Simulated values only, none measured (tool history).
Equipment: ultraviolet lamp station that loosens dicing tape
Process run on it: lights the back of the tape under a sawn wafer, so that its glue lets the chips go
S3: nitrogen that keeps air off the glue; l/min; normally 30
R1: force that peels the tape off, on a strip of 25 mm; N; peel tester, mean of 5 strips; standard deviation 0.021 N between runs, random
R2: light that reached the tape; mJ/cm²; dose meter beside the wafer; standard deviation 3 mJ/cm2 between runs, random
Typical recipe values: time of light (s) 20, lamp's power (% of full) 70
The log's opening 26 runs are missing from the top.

run 27 hour=994.1 | time_of_light_(s)=29 lamp's_power_(%_of_full)=81 S3=30 | R1=0.599 R2=564
run 28 hour=1042.6 | time_of_light_(s)=29 lamp's_power_(%_of_full)=68 S3=22 | R1=1.192 R2=466
run 29 hour=1074.6 | time_of_light_(s)=21 lamp's_power_(%_of_full)=75 S3=51 | R1=1.015 R2=373
run 30 hour=1121.9 | time_of_light_(s)=21 lamp's_power_(%_of_full)=66 S3=13 | R1=2.54 R2=319
run 31 hour=1162.2 | time_of_light_(s)=21 lamp's_power_(%_of_full)=66 S3=13 | R1=2.367 R2=318
run 32 hour=1202.7 | time_of_light_(s)=21 lamp's_power_(%_of_full)=66 S3=13 | R1=2.571 R2=318
run 33 hour=1245 | time_of_light_(s)=16 lamp's_power_(%_of_full)=97 S3=40 | R1=1.237 R2=348
run 34 hour=1292.4 | time_of_light_(s)=11 lamp's_power_(%_of_full)=61 S3=43 | R1=3.03 R2=153
-- hour=1297.9 window cleaned of glue's vapour
run 35 hour=1347 | time_of_light_(s)=14 lamp's_power_(%_of_full)=70 S3=56 | R1=1.668 R2=246
run 36 hour=1373.1 | time_of_light_(s)=37 lamp's_power_(%_of_full)=73 S3=13 | R1=0.867 R2=681
run 37 hour=1423 | time_of_light_(s)=26 lamp's_power_(%_of_full)=92 S3=57 | R1=0.375 R2=590
run 38 hour=1472.8 | time_of_light_(s)=19 lamp's_power_(%_of_full)=72 S3=25 | R1=1.675 R2=336
run 39 hour=1496.5 | time_of_light_(s)=19 lamp's_power_(%_of_full)=72 S3=20 | R1=1.898 R2=334
run 40 hour=1540.3 | time_of_light_(s)=19 lamp's_power_(%_of_full)=72 S3=20 | R1=1.991 R2=327
run 41 hour=1592 | time_of_light_(s)=13 lamp's_power_(%_of_full)=70 S3=43 | R1=2.162 R2=223
run 42 hour=1629.1 | time_of_light_(s)=20 lamp's_power_(%_of_full)=74 S3=30 | R1=1.516 R2=351
run 43 hour=1657.2 | time_of_light_(s)=20 lamp's_power_(%_of_full)=74 S3=30 | R1=1.468 R2=348

Each row is a separate what-if for the run after 43, all from the same tool condition, not one after another. Results?
run A hour=1691.2 | time_of_light_(s)=14 lamp's_power_(%_of_full)=74 S3=30 | R1=? R2=?
run B hour=1691.2 | time_of_light_(s)=32 lamp's_power_(%_of_full)=94 S3=30 | R1=? R2=?
run C hour=1691.2 | time_of_light_(s)=35 lamp's_power_(%_of_full)=75 S3=35 | R1=? R2=?

run=A R1=2.324 R2=242
run=B R1=0.419 R2=700
run=C R1=0.479 R2=614
Stripped of hidden state, with their random variation kept, the same runs would have yielded:
run=A R1=1.637 R2=326
run=B R1=0.249 R2=938
run=C R1=0.278 R2=823
